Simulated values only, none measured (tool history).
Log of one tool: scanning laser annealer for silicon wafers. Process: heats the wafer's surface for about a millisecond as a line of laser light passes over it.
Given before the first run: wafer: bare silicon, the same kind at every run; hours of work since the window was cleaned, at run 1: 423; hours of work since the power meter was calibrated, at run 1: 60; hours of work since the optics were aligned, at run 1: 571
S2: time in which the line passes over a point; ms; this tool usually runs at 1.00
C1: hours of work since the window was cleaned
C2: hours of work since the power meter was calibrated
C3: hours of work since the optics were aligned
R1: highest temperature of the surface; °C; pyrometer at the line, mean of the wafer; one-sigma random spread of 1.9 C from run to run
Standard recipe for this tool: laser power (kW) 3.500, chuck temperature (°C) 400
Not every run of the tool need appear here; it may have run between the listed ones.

{"run": 1, "hour": 0.0, "laser power (kW)": 3.5, "S2": 1.0, "chuck temperature (°C)": 400, "C1": 423, "C2": 60, "C3": 571, "R1": 1124}
{"run": 2, "hour": 15.1, "laser power (kW)": 3.252, "S2": 1.0, "chuck temperature (°C)": 400, "C1": 431, "C2": 68, "C3": 580, "R1": 1072}
{"run": 3, "hour": 29.1, "laser power (kW)": 3.5, "S2": 1.0, "chuck temperature (°C)": 418, "C1": 439, "C2": 76, "C3": 587, "R1": 1141}
{"run": 4, "hour": 40.4, "laser power (kW)": 3.5, "S2": 1.0, "chuck temperature (°C)": 402, "C1": 445, "C2": 82, "C3": 594, "R1": 1120}
{"run": 5, "hour": 51.2, "laser power (kW)": 3.5, "S2": 1.0, "chuck temperature (°C)": 402, "C1": 451, "C2": 88, "C3": 600, "R1": 1123}
{"run": 6, "hour": 65.2, "laser power (kW)": 3.186, "S2": 1.0, "chuck temperature (°C)": 400, "C1": 459, "C2": 96, "C3": 607, "R1": 1056}
{"run": 7, "hour": 74.0, "laser power (kW)": 3.186, "S2": 1.0, "chuck temperature (°C)": 400, "C1": 464, "C2": 101, "C3": 612, "R1": 1056}
{"run": 8, "hour": 86.3, "laser power (kW)": 3.186, "S2": 1.0, "chuck temperature (°C)": 400, "C1": 470, "C2": 107, "C3": 619, "R1": 1053}
{"run": 9, "hour": 100.7, "laser power (kW)": 3.386, "S2": 1.0, "chuck temperature (°C)": 400, "C1": 478, "C2": 115, "C3": 627, "R1": 1096}
{"run": 10, "hour": 119.9, "laser power (kW)": 3.386, "S2": 1.0, "chuck temperature (°C)": 400, "C1": 489, "C2": 126, "C3": 637, "R1": 1094}
{"run": 11, "hour": 135.9, "laser power (kW)": 3.617, "S2": 1.0, "chuck temperature (°C)": 400, "C1": 498, "C2": 135, "C3": 646, "R1": 1144}
{"run": 12, "hour": 152.8, "laser power (kW)": 3.836, "S2": 0.92, "chuck temperature (°C)": 417, "C1": 507, "C2": 144, "C3": 656, "R1": 1175}
{"run": 13, "hour": 161.9, "laser power (kW)": 3.796, "S2": 1.06, "chuck temperature (°C)": 367, "C1": 512, "C2": 149, "C3": 661, "R1": 1168}
{"run": 14, "hour": 173.7, "laser power (kW)": 3.088, "S2": 0.76, "chuck temperature (°C)": 367, "C1": 518, "C2": 155, "C3": 667, "R1": 926}
{"run": 15, "hour": 187.5, "laser power (kW)": 3.5, "S2": 0.99, "chuck temperature (°C)": 421, "C1": 526, "C2": 163, "C3": 675, "R1": 1135}

For run 16, what comes out?
{"run": 16, "hour": 204.3, "laser power (kW)": 3.441, "S2": 1.03, "chuck temperature (°C)": 406, "C1": 535, "C2": 172, "C3": 684, "R1": "?"}

Run 16 yielded R1 1120 °C.
With no hidden state in the tool, this same run would have given R1 1157 °C.
